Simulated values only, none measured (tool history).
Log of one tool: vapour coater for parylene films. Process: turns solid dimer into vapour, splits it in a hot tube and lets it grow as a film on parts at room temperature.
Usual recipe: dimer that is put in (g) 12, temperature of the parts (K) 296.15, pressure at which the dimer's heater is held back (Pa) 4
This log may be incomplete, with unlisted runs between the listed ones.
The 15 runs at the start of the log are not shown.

run	hour	dimer that is put in (g)	temperature of the parts (K)	pressure at which the dimer's heater is held back (Pa)	hours of work since the trap's valve was overhauled	hours of work since the table's thermometer was calibrated	thickness of the film (µm)
16	171.4	12	296.15	4	178	283	6.34
17	184.6	12	296.15	4	189	294	6.4
18	196	12	296.15	4	197	303	6.31
19	209	12	296.15	4	208	313	6.26
20	224.3	12	296.15	4	220	325	6.33
# hour 229.2: trap's valve overhauled
21	237.1	12	296.15	4	6	332	5.9
22	251.6	11	296.15	4	18	343	5.36
23	267.7	12	296.15	4	30	356	5.84
24	279	19	295.15	4.65	39	365	9.28
25	287.4	7	293.15	4.07	46	371	3.76
26	301.2	10	291.15	5.44	57	382	5.5

Expected results for the next run?
27	317.8	13	299.15	2.53	70	395	?

{"run 27": {"thickness of the film (µm)": 5.88}}
If the tool had no hidden condition, the same run with the same run-to-run variation would have returned thickness of the film (µm) 7.1.

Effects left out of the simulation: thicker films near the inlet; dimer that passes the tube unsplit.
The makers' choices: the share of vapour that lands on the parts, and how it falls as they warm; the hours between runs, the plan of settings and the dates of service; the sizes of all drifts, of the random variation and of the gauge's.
